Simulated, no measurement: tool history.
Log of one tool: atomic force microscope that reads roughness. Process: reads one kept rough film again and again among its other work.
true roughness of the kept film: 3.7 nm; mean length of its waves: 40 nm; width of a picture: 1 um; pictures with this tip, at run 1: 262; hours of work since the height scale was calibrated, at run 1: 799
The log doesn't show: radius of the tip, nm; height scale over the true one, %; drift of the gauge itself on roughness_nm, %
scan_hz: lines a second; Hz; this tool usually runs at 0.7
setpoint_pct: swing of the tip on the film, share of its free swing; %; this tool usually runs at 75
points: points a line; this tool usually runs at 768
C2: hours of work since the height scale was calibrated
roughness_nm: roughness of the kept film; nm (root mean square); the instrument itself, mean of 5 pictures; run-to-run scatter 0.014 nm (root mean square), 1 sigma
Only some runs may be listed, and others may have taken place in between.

Run 1, hour 0: usual settings; pictures with this tip 262; C2 799. Result: roughness_nm 3.336 nm (root mean square).
Run 2, hour 29.3: usual settings but setpoint_pct 64 %; pictures with this tip 310; C2 820. Result: roughness_nm 3.337 nm (root mean square).
At hour 43.4: new tip fitted.
Run 3, hour 57.4: usual settings but setpoint_pct 64 %; pictures with this tip 23; C2 840. Result: roughness_nm 3.508 nm (root mean square).
Run 4, hour 84.3: usual settings but scan_hz 3.88 Hz; pictures with this tip 68; C2 859. Result: roughness_nm 3.023 nm (root mean square).
Run 5, hour 101.5: usual settings but scan_hz 2.291 Hz; pictures with this tip 96; C2 872. Result: roughness_nm 3.195 nm (root mean square).
Run 6, hour 116.1: usual settings but points 561; pictures with this tip 120; C2 882. Result: roughness_nm 3.378 nm (root mean square).
Run 7, hour 132.3: usual settings but points 561; pictures with this tip 147; C2 894. Result: roughness_nm 3.391 nm (root mean square).
Run 8, hour 158.2: usual settings but scan_hz 0.525 Hz, setpoint_pct 84 %, points 782; pictures with this tip 190; C2 913. Result: roughness_nm 3.349 nm (root mean square).
Run 9, hour 183.1: usual settings but setpoint_pct 59 %, points 933; pictures with this tip 231; C2 931. Result: roughness_nm 3.417 nm (root mean square).
Run 10, hour 209.1: usual settings but setpoint_pct 59 %, points 933; pictures with this tip 275; C2 950. Result: roughness_nm 3.371 nm (root mean square).
Run 11, hour 238.3: usual settings but setpoint_pct 61 %; pictures with this tip 323; C2 971. Result: roughness_nm 3.324 nm (root mean square).

Branching from run 11: 4 alternative next runs. What would each branch give?
At hour 243.6: new tip fitted.
Run A, hour 254.8: usual settings but setpoint_pct 59 %; pictures with this tip 19; C2 982. Result: roughness_nm ?.
At hour 243.6: new tip fitted.
Run B, hour 254.8: usual settings but setpoint_pct 61 %, points 871; pictures with this tip 19; C2 982. Result: roughness_nm ?.
At hour 243.6: new tip fitted.
Run C, hour 254.8: usual settings but setpoint_pct 69 %; pictures with this tip 19; C2 982. Result: roughness_nm ?.
At hour 243.6: new tip fitted.
Run D, hour 254.8: usual settings but scan_hz 2.781 Hz; pictures with this tip 19; C2 982. Result: roughness_nm ?.

run  roughness_nm
  A         3.548
  B         3.525
  C         3.495
  D         3.203
Stripped of hidden state, with their random variation kept, the same runs would have yielded:
run  roughness_nm
  A         3.512
  B         3.489
  C          3.46
  D          3.17

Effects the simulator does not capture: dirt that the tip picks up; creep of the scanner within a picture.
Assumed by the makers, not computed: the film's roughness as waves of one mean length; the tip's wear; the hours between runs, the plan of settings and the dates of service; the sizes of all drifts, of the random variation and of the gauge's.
